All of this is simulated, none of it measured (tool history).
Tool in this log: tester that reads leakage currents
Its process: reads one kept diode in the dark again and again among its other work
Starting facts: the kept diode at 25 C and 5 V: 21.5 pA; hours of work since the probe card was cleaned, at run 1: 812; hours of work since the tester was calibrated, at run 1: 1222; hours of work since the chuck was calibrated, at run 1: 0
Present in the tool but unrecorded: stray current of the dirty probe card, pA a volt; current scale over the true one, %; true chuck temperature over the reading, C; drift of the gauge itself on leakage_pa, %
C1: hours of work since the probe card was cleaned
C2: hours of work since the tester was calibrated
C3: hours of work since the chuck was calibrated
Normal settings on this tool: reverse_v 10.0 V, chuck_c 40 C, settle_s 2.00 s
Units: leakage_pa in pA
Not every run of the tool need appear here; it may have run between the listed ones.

run 1 hour=0.0 | reverse_v=10.0 chuck_c=40 settle_s=2.00 | C1=812 C2=1222 C3=0 | leakage_pa=115.69
run 2 hour=152.0 | reverse_v=10.0 chuck_c=57 settle_s=2.00 | C1=879 C2=1290 C3=68 | leakage_pa=473.04
run 3 hour=299.1 | reverse_v=10.0 chuck_c=57 settle_s=2.00 | C1=945 C2=1356 C3=133 | leakage_pa=477.47
run 4 hour=431.5 | reverse_v=10.0 chuck_c=57 settle_s=2.00 | C1=1004 C2=1415 C3=192 | leakage_pa=472.52
run 5 hour=521.3 | reverse_v=10.0 chuck_c=52 settle_s=2.00 | C1=1044 C2=1455 C3=232 | leakage_pa=317.57
run 6 hour=668.2 | reverse_v=4.4 chuck_c=40 settle_s=2.00 | C1=1109 C2=1520 C3=298 | leakage_pa=83.12
run 7 hour=770.3 | reverse_v=10.0 chuck_c=40 settle_s=2.00 | C1=1155 C2=1566 C3=343 | leakage_pa=116.08
run 8 hour=907.4 | reverse_v=10.0 chuck_c=40 settle_s=2.00 | C1=1216 C2=1627 C3=404 | leakage_pa=115.39
run 9 hour=1037.6 | reverse_v=10.0 chuck_c=40 settle_s=2.00 | C1=1274 C2=1685 C3=462 | leakage_pa=116.01
run 10 hour=1126.8 | reverse_v=10.0 chuck_c=40 settle_s=4.15 | C1=1314 C2=1725 C3=502 | leakage_pa=114.65
run 11 hour=1228.3 | reverse_v=10.0 chuck_c=40 settle_s=4.15 | C1=1359 C2=1770 C3=547 | leakage_pa=114.66
run 12 hour=1367.6 | reverse_v=10.0 chuck_c=40 settle_s=4.15 | C1=1421 C2=1832 C3=609 | leakage_pa=115.12
run 13 hour=1453.7 | reverse_v=10.0 chuck_c=40 settle_s=4.15 | C1=1459 C2=1870 C3=648 | leakage_pa=115.11
run 14 hour=1536.8 | reverse_v=10.0 chuck_c=40 settle_s=4.15 | C1=1496 C2=1907 C3=685 | leakage_pa=114.79
run 15 hour=1651.0 | reverse_v=13.1 chuck_c=39 settle_s=4.15 | C1=1547 C2=1958 C3=736 | leakage_pa=116.85
run 16 hour=1768.2 | reverse_v=13.1 chuck_c=20 settle_s=4.15 | C1=1599 C2=2010 C3=788 | leakage_pa=20.57
run 17 hour=1837.3 | reverse_v=13.1 chuck_c=20 settle_s=4.15 | C1=1630 C2=2041 C3=819 | leakage_pa=20.26
run 18 hour=1945.4 | reverse_v=13.1 chuck_c=20 settle_s=4.15 | C1=1678 C2=2089 C3=867 | leakage_pa=20.31
run 19 hour=2046.4 | reverse_v=2.7 chuck_c=20 settle_s=2.05 | C1=1723 C2=2134 C3=912 | leakage_pa=10.66
run 20 hour=2178.9 | reverse_v=1.3 chuck_c=40 settle_s=0.31 | C1=1782 C2=2193 C3=971 | leakage_pa=51.91
run 21 hour=2295.3 | reverse_v=7.2 chuck_c=40 settle_s=0.31 | C1=1834 C2=2245 C3=1023 | leakage_pa=106.74
run 22 hour=2364.6 | reverse_v=12.7 chuck_c=28 settle_s=0.36 | C1=1865 C2=2276 C3=1053 | leakage_pa=52.52

5 options for the next run, each taken on its own from the tool as it stands now. Forecast them:
run A hour=2434.0 | reverse_v=1.4 chuck_c=51 settle_s=7.84 | C1=1896 C2=2307 C3=1084 | leakage_pa=?
run B hour=2434.0 | reverse_v=1.8 chuck_c=50 settle_s=6.69 | C1=1896 C2=2307 C3=1084 | leakage_pa=?
run C hour=2434.0 | reverse_v=12.7 chuck_c=33 settle_s=0.36 | C1=1896 C2=2307 C3=1084 | leakage_pa=?
run D hour=2434.0 | reverse_v=1.9 chuck_c=45 settle_s=0.78 | C1=1896 C2=2307 C3=1084 | leakage_pa=?
run E hour=2434.0 | reverse_v=10.0 chuck_c=40 settle_s=0.34 | C1=1896 C2=2307 C3=1084 | leakage_pa=?

run=A leakage_pa=134.36
run=B leakage_pa=136.18
run=C leakage_pa=77.55
run=D leakage_pa=91.26
run=E leakage_pa=122.76
The same runs, with their run-to-run variation unchanged, on a tool lacking any hidden condition would have given:
run=A leakage_pa=134.30
run=B leakage_pa=136.12
run=C leakage_pa=77.48
run=D leakage_pa=91.21
run=E leakage_pa=122.68

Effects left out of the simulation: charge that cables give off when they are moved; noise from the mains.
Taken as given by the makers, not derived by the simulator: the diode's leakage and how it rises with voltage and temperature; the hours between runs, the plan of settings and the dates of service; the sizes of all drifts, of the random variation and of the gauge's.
